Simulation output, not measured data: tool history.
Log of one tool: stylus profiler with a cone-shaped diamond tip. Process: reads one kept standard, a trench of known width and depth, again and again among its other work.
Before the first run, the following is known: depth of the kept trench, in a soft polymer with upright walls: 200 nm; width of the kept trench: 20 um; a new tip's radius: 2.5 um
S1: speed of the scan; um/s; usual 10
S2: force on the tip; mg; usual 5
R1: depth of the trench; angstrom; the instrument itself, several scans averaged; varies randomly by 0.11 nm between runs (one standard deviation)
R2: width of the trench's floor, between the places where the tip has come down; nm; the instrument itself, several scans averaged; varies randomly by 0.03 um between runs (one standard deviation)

run,hour,S1,S2,R1,R2
1,0,10,5,2032.2,18010
2,28.9,10,5,2030.9,18080
3,57.1,10,6.43,2035.3,17960
4,95.9,10,7.14,2036.5,18000
5,133.9,10,7.14,2038,17970
6,177.5,10,7.14,2036.5,18020
7,202,10,1.8,2012.5,17970
8,236.2,10,1.8,2014.2,17920
9,256.5,10,1.8,2013.3,17970
10,275.5,10,1.77,2012.1,17940
11,303.8,10,1.77,2015.1,17940
12,325,10,1.77,2013.6,17930
13,369,10,1.77,2011.6,17920
14,399.3,10,1.77,2010.6,17960
15,438.6,10,1.77,2012.7,17950
16,461.9,10,5,2028.1,17970
17,503.5,10,5,2027.7,17930
18,537.7,10,5,2026.7,17940
19,567,10,9.25,2042.2,17970
20,604.9,10,9.25,2042.8,17880
21,628.7,10,9.25,2042.3,17870
22,653.9,10,8,2037.6,17880
23,682.2,10,2.46,2014.5,17880
24,720.3,10,7.3,2033.9,17970
25,764.8,6,1.89,2010.4,17910
26,797.8,7,7.95,2037.1,17930
27,830.5,2,2.67,2016.1,17980
28,858.7,2,2.67,2015.8,17920
29,902.1,14,7.25,2032.5,17950
30,932.1,14,7.25,2033,17890
31,970.7,14,7.25,2032.5,17870
32,1012.3,14,4.39,2020.1,17850
33,1045.5,15,5.59,2027.4,17890
34,1069.1,24,3.11,2015.2,17870
35,1095.5,24,3.11,2015.2,17840
36,1137.8,7,2.73,2013.5,17860
37,1177.6,7,2.73,2013.6,17840
38,1203.7,13,3,2014.1,17840
39,1244.3,25,5,2024.8,17780
40,1285.5,30,6.5,2028.2,17770
41,1304.4,7,2.47,2012.6,17840
42,1335.3,7,2.47,2011.5,17860
43,1358.1,17,5.86,2024.9,17790
44,1399.9,17,5.86,2024.5,17910
45,1428.1,4,4.65,2021.7,17790
46,1453,12,5,2020.2,17820
47,1490.9,19,14.97,2055.5,17820

How would selected steps in R1 from run to run divide? Give the signed amount a tool lacking its hidden state would still show from settings, what came in and random variation, and the signed amount left for the hidden state, including any gauge scatter that is not in both of the compared results.
Unlogged tool condition in this case: radius of the tip, um; height scale over the true one, %; drift of the gauge itself on depth_nm, %; drift of the gauge itself on floor_um, %.
Run 5 -> 6: no setting touched and nothing written in the log between the runs. R1 -1.5 angstrom: hidden state -0.3, all else -1.2.
Run 6 -> 7: S2 7.14 -> 1.8. R1 -24 angstrom: hidden state +0, all else -24.
Run 25 -> 26: S1 6 -> 7, S2 1.89 -> 7.95. R1 +26.7 angstrom: hidden state -0.3, all else +27.
Run 28 -> 29: S1 2 -> 14, S2 2.67 -> 7.25. R1 +16.7 angstrom: hidden state -0.3, all else +17.
Run 46 -> 47: S1 12 -> 19, S2 5 -> 14.97. R1 +35.3 angstrom: hidden state -0.3, all else +35.6.
